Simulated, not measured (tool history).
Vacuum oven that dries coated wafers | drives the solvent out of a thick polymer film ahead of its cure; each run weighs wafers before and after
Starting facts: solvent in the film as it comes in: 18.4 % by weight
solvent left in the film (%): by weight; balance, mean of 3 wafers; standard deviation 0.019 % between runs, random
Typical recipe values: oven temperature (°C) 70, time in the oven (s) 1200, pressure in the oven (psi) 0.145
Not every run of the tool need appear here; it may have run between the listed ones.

run,hour,oven temperature (°C),time in the oven (s),pressure in the oven (psi),solvent left in the film (%)
1,0.0,70,1200,0.145,0.78
2,27.9,70,1740,0.145,0.35
3,61.8,70,1740,0.145,0.34
4,92.4,70,1200,0.145,0.76
5,114.1,70,1200,0.145,0.75
6,155.8,70,1200,0.145,0.76
7,178.5,70,720,0.145,2.23
8,216.2,70,720,0.145,2.24
9,249.4,84,900,0.102,0.11
10,276.0,84,900,0.102,0.13
11,311.7,84,900,0.102,0.11
12,347.3,84,900,0.102,0.09
13,369.2,84,2040,0.128,0.10
14,394.5,76,840,0.197,0.66

Alternative continuations, all from the tool just after run 14; predict every row:
A,414.9,62,840,0.077,?
B,414.9,78,1200,0.145,?
C,414.9,76,1920,0.197,?
D,414.9,59,1020,0.145,?
E,414.9,64,960,0.186,?

run,solvent left in the film (%)
A,4.25
B,0.21
C,0.24
D,4.63
E,2.99
Without the tool's unlogged condition, the same runs would have read:
run,solvent left in the film (%)
A,4.27
B,0.20
C,0.24
D,4.65
E,3.01

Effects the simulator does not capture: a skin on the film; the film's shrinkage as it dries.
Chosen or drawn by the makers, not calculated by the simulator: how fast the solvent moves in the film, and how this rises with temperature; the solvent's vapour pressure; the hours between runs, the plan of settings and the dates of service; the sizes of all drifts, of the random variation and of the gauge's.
